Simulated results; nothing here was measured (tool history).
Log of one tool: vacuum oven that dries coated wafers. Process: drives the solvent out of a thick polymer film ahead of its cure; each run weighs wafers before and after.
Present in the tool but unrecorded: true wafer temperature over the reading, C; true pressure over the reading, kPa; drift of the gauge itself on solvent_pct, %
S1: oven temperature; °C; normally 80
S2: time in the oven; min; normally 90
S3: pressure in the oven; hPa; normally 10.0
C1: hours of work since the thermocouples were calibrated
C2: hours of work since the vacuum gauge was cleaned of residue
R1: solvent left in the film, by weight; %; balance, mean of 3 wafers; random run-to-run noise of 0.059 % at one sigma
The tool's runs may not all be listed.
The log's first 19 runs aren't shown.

run 20 hour=731.1 | S1=80 S2=83 S3=10.0 | C1=706 C2=1107 | R1=4.18
run 21 hour=755.6 | S1=80 S2=83 S3=10.0 | C1=725 C2=1126 | R1=4.22
run 22 hour=784.3 | S1=80 S2=83 S3=10.0 | C1=748 C2=1149 | R1=4.06
run 23 hour=809.2 | S1=85 S2=128 S3=10.0 | C1=767 C2=1168 | R1=1.26
run 24 hour=850.1 | S1=81 S2=90 S3=19.2 | C1=799 C2=1200 | R1=3.76
run 25 hour=872.7 | S1=93 S2=95 S3=19.2 | C1=816 C2=1217 | R1=0.92
run 26 hour=906.9 | S1=78 S2=150 S3=9.8 | C1=843 C2=1244 | R1=2.16
run 27 hour=958.6 | S1=68 S2=63 S3=20.9 | C1=883 C2=1284 | R1=10.17
run 28 hour=988.6 | S1=70 S2=150 S3=12.9 | C1=906 C2=1307 | R1=4.81
-- hour=1005.5 oven's thermocouples calibrated
run 29 hour=1013.0 | S1=68 S2=108 S3=10.0 | C1=6 C2=1325 | R1=7.00
run 30 hour=1057.9 | S1=76 S2=90 S3=10.0 | C1=41 C2=1360 | R1=5.00
run 31 hour=1109.2 | S1=69 S2=70 S3=10.2 | C1=81 C2=1399 | R1=8.98
run 32 hour=1135.2 | S1=69 S2=70 S3=9.8 | C1=101 C2=1420 | R1=8.82
run 33 hour=1180.4 | S1=86 S2=54 S3=9.8 | C1=136 C2=1455 | R1=4.28
run 34 hour=1226.6 | S1=80 S2=109 S3=6.9 | C1=172 C2=1491 | R1=2.77
run 35 hour=1255.4 | S1=80 S2=74 S3=5.5 | C1=194 C2=1513 | R1=4.61
run 36 hour=1284.3 | S1=68 S2=122 S3=7.3 | C1=216 C2=1535 | R1=6.33
run 37 hour=1333.5 | S1=68 S2=122 S3=7.3 | C1=255 C2=1574 | R1=6.17
run 38 hour=1358.9 | S1=87 S2=103 S3=38.4 | C1=274 C2=1593 | R1=2.28
run 39 hour=1399.3 | S1=80 S2=130 S3=21.4 | C1=306 C2=1625 | R1=2.57
run 40 hour=1429.3 | S1=80 S2=100 S3=5.6 | C1=329 C2=1648 | R1=3.08
run 41 hour=1451.2 | S1=66 S2=100 S3=5.6 | C1=346 C2=1665 | R1=7.90
run 42 hour=1476.9 | S1=73 S2=137 S3=5.6 | C1=366 C2=1685 | R1=3.90
run 43 hour=1518.4 | S1=71 S2=129 S3=13.2 | C1=398 C2=1717 | R1=5.25
run 44 hour=1563.1 | S1=77 S2=67 S3=9.0 | C1=433 C2=1752 | R1=6.29

What if the next run were any one of these 3? Each begins from the tool's condition after run 44:
run A hour=1589.3 | S1=77 S2=67 S3=28.4 | C1=453 C2=1772 | R1=?
run B hour=1589.3 | S1=73 S2=120 S3=6.2 | C1=453 C2=1772 | R1=?
run C hour=1589.3 | S1=77 S2=67 S3=8.8 | C1=453 C2=1772 | R1=?

run=A R1=6.73
run=B R1=4.48
run=C R1=6.24
The same runs, with their run-to-run variation unchanged, on a tool lacking any hidden condition would have given:
run=A R1=6.69
run=B R1=4.44
run=C R1=6.20
